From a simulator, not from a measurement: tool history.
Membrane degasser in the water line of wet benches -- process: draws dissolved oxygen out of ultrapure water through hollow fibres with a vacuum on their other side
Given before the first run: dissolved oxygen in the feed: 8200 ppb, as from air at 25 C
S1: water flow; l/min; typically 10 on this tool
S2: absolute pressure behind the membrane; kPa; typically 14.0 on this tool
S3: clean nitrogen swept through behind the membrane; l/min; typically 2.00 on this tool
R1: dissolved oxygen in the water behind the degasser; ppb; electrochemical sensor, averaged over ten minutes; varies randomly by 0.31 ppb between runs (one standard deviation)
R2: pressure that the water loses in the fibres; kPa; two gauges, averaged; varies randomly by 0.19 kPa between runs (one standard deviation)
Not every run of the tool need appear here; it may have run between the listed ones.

| run | hour | S1 | S2 | S3 | R1 | R2 |
|---|---|---|---|---|---|---|
| 1 | 0.0 | 10 | 14.0 | 2.00 | 136.8 | 38.99 |
| 2 | 120.3 | 10 | 14.0 | 2.00 | 137.3 | 39.35 |
| 3 | 222.0 | 9 | 14.0 | 2.00 | 122.7 | 35.32 |
| 4 | 341.3 | 9 | 14.0 | 2.00 | 123.1 | 35.24 |
| 5 | 477.6 | 9 | 14.0 | 2.00 | 123.5 | 35.61 |
| 6 | 630.7 | 10 | 14.0 | 2.00 | 137.2 | 39.46 |
| 7 | 748.0 | 10 | 14.0 | 2.00 | 137.3 | 39.22 |
| 8 | 922.6 | 10 | 14.0 | 2.00 | 137.6 | 39.13 |
| 9 | 1074.5 | 7 | 14.0 | 2.00 | 96.2 | 27.54 |
| 10 | 1202.9 | 7 | 14.0 | 2.00 | 96.5 | 27.49 |
| 11 | 1340.0 | 7 | 14.0 | 2.00 | 96.1 | 27.71 |
| 12 | 1424.6 | 7 | 26.2 | 2.00 | 200.6 | 27.47 |
|  | 1480.2 | vacuum gauge calibrated |
| 13 | 1596.9 | 10 | 14.0 | 2.00 | 138.9 | 39.87 |
| 14 | 1723.2 | 10 | 14.0 | 1.36 | 197.2 | 39.44 |
| 15 | 1923.3 | 10 | 14.0 | 2.00 | 138.6 | 39.94 |
| 16 | 2075.3 | 10 | 14.0 | 2.00 | 138.1 | 39.48 |
| 17 | 2232.7 | 10 | 14.0 | 2.00 | 138.3 | 39.47 |

Estimate the outcome of run 18 from the log above:
| 18 | 2371.7 | 7 | 19.3 | 1.18 | ? | ? |

R1: 235.4 ppb
R2: 27.99 kPa
Without the tool's hidden state the same run would have given R1 228.3 ppb, R2 27.52 kPa.
